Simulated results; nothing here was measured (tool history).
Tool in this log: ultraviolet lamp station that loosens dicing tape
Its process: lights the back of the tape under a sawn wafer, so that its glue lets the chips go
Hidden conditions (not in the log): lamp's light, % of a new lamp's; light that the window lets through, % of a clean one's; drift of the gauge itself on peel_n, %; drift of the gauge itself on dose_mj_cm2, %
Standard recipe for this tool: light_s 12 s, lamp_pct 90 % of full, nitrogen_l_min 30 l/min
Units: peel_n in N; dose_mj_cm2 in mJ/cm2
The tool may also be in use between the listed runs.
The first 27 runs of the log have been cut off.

run	hour	light_s	lamp_pct	nitrogen_l_min	hours of work of the lamp	hours of work since the window was cleaned	peel_n	dose_mj_cm2
28	1440.2	20	98	14	594	494	0.258	1148
29	1481.7	12	90	20	624	524	0.875	631
30	1522.0	8	62	52	652	552	2.449	292
# hour 1555.4: window cleaned of glue's vapour
31	1570.7	12	65	34	687	11	1.331	461
32	1646.3	14	65	34	740	64	0.975	536
33	1691.9	14	65	34	772	97	0.966	539
# hour 1763.1: lamp changed
34	1763.6	14	65	34	0	147	0.954	539
35	1802.1	6	71	28	28	174	3.388	253
36	1849.7	6	71	28	61	208	3.437	256
37	1923.5	10	71	30	114	260	1.643	421
38	1954.1	10	71	30	135	282	1.622	423
39	2019.3	12	74	30	181	328	1.109	529
40	2068.2	12	76	17	216	363	1.354	540
# hour 2106.4: gauge calibrated
41	2133.2	12	76	17	262	409	1.381	527
42	2172.8	12	70	30	290	437	1.181	488
43	2241.5	9	90	30	339	485	1.302	472
44	2311.0	9	90	30	388	535	1.319	468

3 options for the next run, each taken on its own from the tool as it stands now. Forecast them:
# hour 2364.5: window cleaned of glue's vapour
A	2364.5	9	71	57	426	0	?	?
# hour 2364.5: window cleaned of glue's vapour
B	2364.5	21	90	30	426	0	?	?
# hour 2364.5: window cleaned of glue's vapour
C	2364.5	20	90	34	426	0	?	?

run	peel_n	dose_mj_cm2
A	1.567	372
B	0.165	1094
C	0.161	1057
With no hidden state in the tool, these same runs would have given:
run	peel_n	dose_mj_cm2
A	1.565	370
B	0.165	1087
C	0.161	1050

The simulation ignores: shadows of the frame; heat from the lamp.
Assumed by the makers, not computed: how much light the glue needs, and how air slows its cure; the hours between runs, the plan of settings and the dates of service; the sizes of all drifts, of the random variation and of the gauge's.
